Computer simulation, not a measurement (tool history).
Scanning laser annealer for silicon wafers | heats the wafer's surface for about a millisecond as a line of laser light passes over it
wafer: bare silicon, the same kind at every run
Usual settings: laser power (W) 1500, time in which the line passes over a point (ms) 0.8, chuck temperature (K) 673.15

run,day,laser power (W),time in which the line passes over a point (ms),chuck temperature (K),highest temperature of the surface (K)
1,0,1500,0.8,673.15,1424.15
# day 1.033: window over the wafer cleaned
2,1.254,1500,0.8,673.15,1443.15
3,2.092,1500,0.8,673.15,1446.15
4,2.9,1500,0.8,673.15,1440.15
5,3.788,1500,0.8,673.15,1442.15
6,5.096,1500,0.8,673.15,1442.15
7,6.475,1500,0.8,673.15,1441.15
8,7.692,1343,0.567,652.15,1202.15
9,8.896,1364,0.808,704.15,1392.15
10,9.654,1563,0.8,673.15,1474.15
11,11.054,1563,0.8,673.15,1471.15
12,12.138,1563,0.8,673.15,1473.15

5 ways to go on from here, each from the tool as it stands after run 12. What would each give?
A,13.404,1500,0.773,697.15,?
B,13.404,1563,0.888,645.15,?
C,13.404,1562,0.8,651.15,?
D,13.404,1623,0.596,666.15,?
E,13.404,1410,0.669,693.15,?

run,highest temperature of the surface (K)
A,1447.15
B,1496.15
C,1449.15
D,1367.15
E,1328.15
Without the tool's hidden state the same runs would have given:
run,highest temperature of the surface (K)
A,1459.15
B,1510.15
C,1462.15
D,1378.15
E,1339.15
